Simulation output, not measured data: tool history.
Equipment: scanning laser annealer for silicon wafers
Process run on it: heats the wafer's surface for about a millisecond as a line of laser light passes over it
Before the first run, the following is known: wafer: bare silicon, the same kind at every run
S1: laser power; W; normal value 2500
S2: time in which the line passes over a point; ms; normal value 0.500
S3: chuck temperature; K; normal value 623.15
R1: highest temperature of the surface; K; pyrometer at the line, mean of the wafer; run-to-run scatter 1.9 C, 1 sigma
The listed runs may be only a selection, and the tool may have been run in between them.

run    day    S1     S2      S3       R1
  1  0.000  2500  0.500  623.15  1344.15
  2  0.892  2654  0.500  623.15  1389.15
  3  1.383  2654  0.500  647.15  1412.15
  4  2.275  2654  0.500  647.15  1411.15
  5  2.946  2654  0.500  647.15  1408.15
  6  3.892  2654  0.500  647.15  1409.15
  7  4.800  2654  0.500  647.15  1408.15
     5.012  -- laser's power meter calibrated
  8  5.617  2739  0.500  623.15  1404.15
  9  6.329  2739  0.500  623.15  1405.15
 10  7.217  2500  0.377  645.15  1274.15
 11  8.146  2500  0.500  625.15  1333.15
 12  9.192  2500  0.500  625.15  1332.15
 13  9.933  2500  0.500  617.15  1321.15

Predict the results of run 14:
     10.712  -- laser's power meter calibrated, once more
 14  10.712  2500  0.378  623.15   ?

{"run 14": {"R1": 1250.15}}
If the tool had no hidden condition, the same run with the same run-to-run variation would have returned R1 1290.15 K.
